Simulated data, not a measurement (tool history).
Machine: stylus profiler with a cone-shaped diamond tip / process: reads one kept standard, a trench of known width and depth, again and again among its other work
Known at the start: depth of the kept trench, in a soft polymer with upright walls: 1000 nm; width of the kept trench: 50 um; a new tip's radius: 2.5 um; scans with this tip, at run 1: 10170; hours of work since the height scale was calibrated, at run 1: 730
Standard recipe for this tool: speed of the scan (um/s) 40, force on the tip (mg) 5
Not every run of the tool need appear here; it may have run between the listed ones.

| run | hour | speed of the scan (um/s) | force on the tip (mg) | scans with this tip | hours of work since the height scale was calibrated | depth of the trench (angstrom) | width of the trench's floor (nm) |
|---|---|---|---|---|---|---|---|
| 1 | 0 | 40 | 5 | 10170 | 730 | 10137.2 | 44670 |
| 2 | 59.9 | 40 | 5 | 10725 | 770 | 10136 | 44570 |
| 3 | 136 | 40 | 5 | 11431 | 821 | 10128.8 | 44470 |
|  | 154.8 | new tip fitted, height scale calibrated |
| 4 | 194.1 | 40 | 5 | 365 | 26 | 10150.3 | 45920 |
| 5 | 264.8 | 40 | 5 | 1021 | 73 | 10154.5 | 45840 |
| 6 | 322.4 | 40 | 1.68 | 1555 | 112 | 10070.7 | 45650 |
| 7 | 412.1 | 40 | 1.68 | 2388 | 171 | 10069.8 | 45570 |
| 8 | 534.4 | 40 | 1.68 | 3522 | 253 | 10062.1 | 45400 |
| 9 | 599.5 | 40 | 1.68 | 4127 | 296 | 10066.3 | 45320 |
| 10 | 708.8 | 40 | 1.68 | 5141 | 369 | 10060.1 | 45190 |
| 11 | 840.5 | 40 | 1.68 | 6362 | 457 | 10057.4 | 45070 |
| 12 | 898.6 | 40 | 1.68 | 6901 | 496 | 10054.4 | 44990 |
| 13 | 1008.1 | 24 | 1.68 | 7917 | 568 | 10056.1 | 45000 |
| 14 | 1127.5 | 40 | 5.46 | 9025 | 648 | 10139.6 | 44830 |
| 15 | 1226.1 | 68 | 4.45 | 9940 | 714 | 10117.2 | 44620 |
| 16 | 1321.3 | 68 | 4.45 | 10823 | 777 | 10110.7 | 44600 |
|  | 1400.3 | new tip fitted, height scale calibrated |
| 17 | 1418.2 | 33 | 11.68 | 167 | 12 | 10267.6 | 45810 |
|  | 1425.6 | height scale calibrated on a step standard |
| 18 | 1530.3 | 31 | 5 | 1202 | 70 | 10144.7 | 45670 |
| 19 | 1621.2 | 84 | 8.96 | 2045 | 130 | 10219.1 | 45370 |
| 20 | 1746.7 | 84 | 8.96 | 3210 | 214 | 10214.2 | 45290 |
| 21 | 1818.8 | 15 | 8.82 | 3878 | 262 | 10212 | 45350 |
| 22 | 1874.3 | 40 | 7.65 | 4394 | 299 | 10188 | 45230 |
| 23 | 1960.3 | 40 | 7.65 | 5192 | 356 | 10190.4 | 45170 |
| 24 | 2036.9 | 31 | 2.71 | 5902 | 407 | 10083 | 45040 |
|  | 2091.8 | height scale calibrated on a step standard, once more |
| 25 | 2100 | 116 | 14.62 | 6482 | 5 | 10307.4 | 44900 |

Below, each run's measurement less what the same run would have read without the hidden state. Both values contain the same run-to-run variation, but the gauge's scatter may not be the same in both:
Hidden state present: radius of the tip, um; height scale over the true one, %; drift of the gauge itself on depth_nm, %; drift of the gauge itself on floor_um, %.
| run | depth of the trench (angstrom) | width of the trench's floor (nm) |
|---|---|---|
| 1 | -19.4 | -1250 |
| 2 | -20.8 | -1300 |
| 3 | -22.5 | -1370 |
| 4 | -2 | +50 |
| 5 | -3.7 | -40 |
| 6 | -5 | -120 |
| 7 | -7.1 | -230 |
| 8 | -9.9 | -360 |
| 9 | -11.3 | -440 |
| 10 | -13.7 | -550 |
| 11 | -16.7 | -700 |
| 12 | -17.9 | -750 |
| 13 | -20.3 | -860 |
| 14 | -23.1 | -990 |
| 15 | -25.4 | -1090 |
| 16 | -27.3 | -1180 |
| 17 | -3 | -110 |
| 18 | -7.4 | -260 |
| 19 | -9.5 | -360 |
| 20 | -12.1 | -500 |
| 21 | -13.9 | -580 |
| 22 | -15.2 | -650 |
| 23 | -17 | -740 |
| 24 | -18.6 | -810 |
| 25 | -4.5 | -870 |

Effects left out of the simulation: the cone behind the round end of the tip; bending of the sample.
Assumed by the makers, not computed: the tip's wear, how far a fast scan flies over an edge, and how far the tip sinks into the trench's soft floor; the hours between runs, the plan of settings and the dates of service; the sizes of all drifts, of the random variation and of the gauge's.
